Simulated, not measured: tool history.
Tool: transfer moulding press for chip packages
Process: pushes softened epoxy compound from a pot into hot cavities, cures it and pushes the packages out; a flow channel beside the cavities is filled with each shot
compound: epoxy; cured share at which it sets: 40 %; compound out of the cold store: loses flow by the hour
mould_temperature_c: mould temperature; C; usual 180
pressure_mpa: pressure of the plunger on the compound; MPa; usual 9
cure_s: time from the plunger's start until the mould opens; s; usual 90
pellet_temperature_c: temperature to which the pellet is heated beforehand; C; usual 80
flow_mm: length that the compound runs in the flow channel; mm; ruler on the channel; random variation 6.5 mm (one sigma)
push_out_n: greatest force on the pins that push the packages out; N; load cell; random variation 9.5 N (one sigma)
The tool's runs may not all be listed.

run	hour	mould_temperature_c	pressure_mpa	cure_s	pellet_temperature_c	incoming compound's hours out of the cold store	flow_mm	push_out_n
1	0	180	9	90	80	8.7	794	648
# hour 11.5: cavities cleaned with cleaning compound and waxed
2	66.2	180	9	90	80	31.1	703	619
# hour 76: cavities cleaned with cleaning compound and waxed
3	106.8	180	9	90	80	16.8	733	595
# hour 139: cavities cleaned with cleaning compound and waxed
4	167.6	180	9	90	80	43.5	660	578
# hour 203: cavities cleaned with cleaning compound and waxed
5	224.6	180	9	90	80	12.8	747	580
# hour 269.8: cavities cleaned with cleaning compound and waxed
6	272	180	9	90	80	34.3	657	456
7	300.7	182	9	90	80	28.7	678	567
# hour 333.5: cavities cleaned with cleaning compound and waxed
# hour 341.5: plunger's sealing rings changed
8	366.6	182	9	90	80	35.7	725	580
# hour 398.3: cavities cleaned with cleaning compound and waxed
9	398.3	182	9	90	80	18.6	764	435
10	455.5	182	9	90	80	42.9	694	627
# hour 460.2: cavities cleaned with cleaning compound and waxed
11	508.7	182	9	125	80	40.1	697	563
# hour 524.4: cavities cleaned with cleaning compound and waxed
12	545	180	9	90	81	14.7	772	555
# hour 586.7: cavities cleaned with cleaning compound and waxed
13	586.7	180	9	90	81	13.5	770	445
# hour 651.4: cavities cleaned with cleaning compound and waxed
14	655.9	180	8.71	90	80	40.2	660	451
15	683.8	180	9.17	114	80	13.7	757	531
# hour 715.9: cavities cleaned with cleaning compound and waxed
16	742.9	180	9.17	114	80	26	717	532
# hour 778.9: cavities cleaned with cleaning compound and waxed
17	801.7	175	7.27	101	80	36.4	612	574
# hour 842: plunger's sealing rings changed
# hour 843.5: cavities cleaned with cleaning compound and waxed
18	858.3	180	7.29	90	78	36.5	660	523
# hour 905.6: cavities cleaned with cleaning compound and waxed
19	919.3	177	9	90	75	24.2	763	587
# hour 953.8: mould's thermocouples calibrated
# hour 971.7: cavities cleaned with cleaning compound and waxed
20	988.7	178	9	85	80	32.5	728	607
# hour 1035.1: cavities cleaned with cleaning compound and waxed
21	1053.1	180	9.21	90	79	33.1	709	541
# hour 1099.5: cavities cleaned with cleaning compound and waxed
22	1101.5	184	9	90	78	33.1	696	407
23	1142.3	184	9	90	78	20.6	714	562
# hour 1162: cavities cleaned with cleaning compound and waxed
24	1184	182	10.45	103	74	29.7	752	503
# hour 1224.3: cavities cleaned with cleaning compound and waxed
25	1238.6	182	10.45	103	74	10.6	795	493
26	1280.6	180	9	85	76	47.7	646	682

Some steps in flow_mm between neighbouring runs. How much of each would the tool show without its hidden state too (settings, what came in, random variation), and how much is left for the hidden state, with any gauge scatter that isn't in both results?
The hidden state here: true mould temperature over the reading, C; pressure that reaches the compound, % of what is set; grip of the stained cavities, % over clean ones'; drift of the gauge itself on flow_mm, %; drift of the gauge itself on push_out_n, %.
Run 7 -> 8: cavities cleaned with cleaning compound and waxed, plunger's sealing rings changed. flow_mm +47 mm: hidden state +67, all else -20.
Run 13 -> 14: pressure_mpa 9 -> 8.71, pellet_temperature_c 81 -> 80, cavities cleaned with cleaning compound and waxed. flow_mm -110 mm: hidden state -4, all else -106.
Run 17 -> 18: mould_temperature_c 175 -> 180, pressure_mpa 7.27 -> 7.29, cure_s 101 -> 90, pellet_temperature_c 80 -> 78, plunger's sealing rings changed, cavities cleaned with cleaning compound and waxed. flow_mm +48 mm: hidden state +61, all else -13.
Run 25 -> 26: mould_temperature_c 182 -> 180, pressure_mpa 10.45 -> 9, cure_s 103 -> 85, pellet_temperature_c 74 -> 76. flow_mm -149 mm: hidden state +6, all else -155.
